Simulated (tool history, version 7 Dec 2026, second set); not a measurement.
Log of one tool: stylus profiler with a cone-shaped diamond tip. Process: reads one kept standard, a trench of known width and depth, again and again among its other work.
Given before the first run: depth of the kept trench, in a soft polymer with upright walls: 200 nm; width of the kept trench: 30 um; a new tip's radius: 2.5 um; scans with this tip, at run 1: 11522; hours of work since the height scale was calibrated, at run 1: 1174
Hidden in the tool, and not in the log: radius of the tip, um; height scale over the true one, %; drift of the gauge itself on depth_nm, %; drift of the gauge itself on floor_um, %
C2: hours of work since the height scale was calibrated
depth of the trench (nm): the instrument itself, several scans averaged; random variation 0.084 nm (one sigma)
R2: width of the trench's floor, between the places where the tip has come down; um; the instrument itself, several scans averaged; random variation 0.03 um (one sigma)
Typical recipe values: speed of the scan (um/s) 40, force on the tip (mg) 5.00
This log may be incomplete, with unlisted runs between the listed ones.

Run 1, day 0.000: usual settings; scans with this tip 11522; C2 1174. Result: depth of the trench (nm) 200.88, R2 27.41 um.
Run 2, day 0.917: usual settings; scans with this tip 11684; C2 1191. Result: depth of the trench (nm) 200.65, R2 27.40 um.
Run 3, day 2.562: usual settings; scans with this tip 11977; C2 1221. Result: depth of the trench (nm) 200.92, R2 27.36 um.
Run 4, day 3.679: usual settings; scans with this tip 12175; C2 1241. Result: depth of the trench (nm) 200.79, R2 27.36 um.
Run 5, day 5.600: usual settings but speed of the scan (um/s) 11; scans with this tip 12516; C2 1276. Result: depth of the trench (nm) 200.64, R2 27.38 um.
Run 6, day 7.167: usual settings but speed of the scan (um/s) 11, force on the tip (mg) 9.41; scans with this tip 12794; C2 1304. Result: depth of the trench (nm) 201.84, R2 27.41 um.
Run 7, day 8.938: usual settings but speed of the scan (um/s) 11, force on the tip (mg) 9.41; scans with this tip 13108; C2 1336. Result: depth of the trench (nm) 201.61, R2 27.40 um.
Run 8, day 10.083: usual settings but speed of the scan (um/s) 11, force on the tip (mg) 9.41; scans with this tip 13311; C2 1357. Result: depth of the trench (nm) 201.65, R2 27.37 um.
Run 9, day 11.354: usual settings; scans with this tip 13537; C2 1380. Result: depth of the trench (nm) 200.68, R2 27.36 um.
Run 10, day 12.942: usual settings but speed of the scan (um/s) 14, force on the tip (mg) 13.29; scans with this tip 13818; C2 1409. Result: depth of the trench (nm) 202.54, R2 27.39 um.
Run 11, day 14.025: usual settings but force on the tip (mg) 4.04; scans with this tip 14011; C2 1428. Result: depth of the trench (nm) 200.43, R2 27.23 um.
Run 12, day 15.483: usual settings but speed of the scan (um/s) 139; scans with this tip 14269; C2 1454. Result: depth of the trench (nm) 200.60, R2 27.02 um.
Run 13, day 17.542: usual settings but speed of the scan (um/s) 82, force on the tip (mg) 7.20; scans with this tip 14634; C2 1492. Result: depth of the trench (nm) 201.05, R2 27.18 um.
Run 14, day 19.017: usual settings but speed of the scan (um/s) 57, force on the tip (mg) 9.73; scans with this tip 14896; C2 1518. Result: depth of the trench (nm) 201.66, R2 27.22 um.
Run 15, day 20.583: usual settings but speed of the scan (um/s) 24, force on the tip (mg) 4.44; scans with this tip 15174; C2 1547. Result: depth of the trench (nm) 200.28, R2 27.28 um.
Run 16, day 22.242: usual settings but speed of the scan (um/s) 35, force on the tip (mg) 3.41; scans with this tip 15469; C2 1577. Result: depth of the trench (nm) 200.09, R2 27.27 um.
Run 17, day 23.800: usual settings but speed of the scan (um/s) 22, force on the tip (mg) 3.52; scans with this tip 15745; C2 1605. Result: depth of the trench (nm) 200.16, R2 27.25 um.

What if the next run were any one of these 4? Each begins from the tool's condition after run 17:
Run A, day 24.867: usual settings but speed of the scan (um/s) 132; scans with this tip 15935; C2 1624. Result: depth of the trench (nm) ?, R2 ?.
Run B, day 24.867: usual settings but speed of the scan (um/s) 26, force on the tip (mg) 2.90; scans with this tip 15935; C2 1624. Result: depth of the trench (nm) ?, R2 ?.
Run C, day 24.867: usual settings but speed of the scan (um/s) 41; scans with this tip 15935; C2 1624. Result: depth of the trench (nm) ?, R2 ?.
Run D, day 24.867: usual settings but speed of the scan (um/s) 129, force on the tip (mg) 8.59; scans with this tip 15935; C2 1624. Result: depth of the trench (nm) ?, R2 ?.

run  depth of the trench (nm)     R2
  A                    200.40  26.95
  B                    199.99  27.26
  C                    200.43  27.14
  D                    201.13  27.03
Stripped of hidden state, with their random variation kept, the same runs would have yielded:
run  depth of the trench (nm)     R2
  A                    201.76  27.67
  B                    201.35  27.99
  C                    201.79  27.87
  D                    202.49  27.76

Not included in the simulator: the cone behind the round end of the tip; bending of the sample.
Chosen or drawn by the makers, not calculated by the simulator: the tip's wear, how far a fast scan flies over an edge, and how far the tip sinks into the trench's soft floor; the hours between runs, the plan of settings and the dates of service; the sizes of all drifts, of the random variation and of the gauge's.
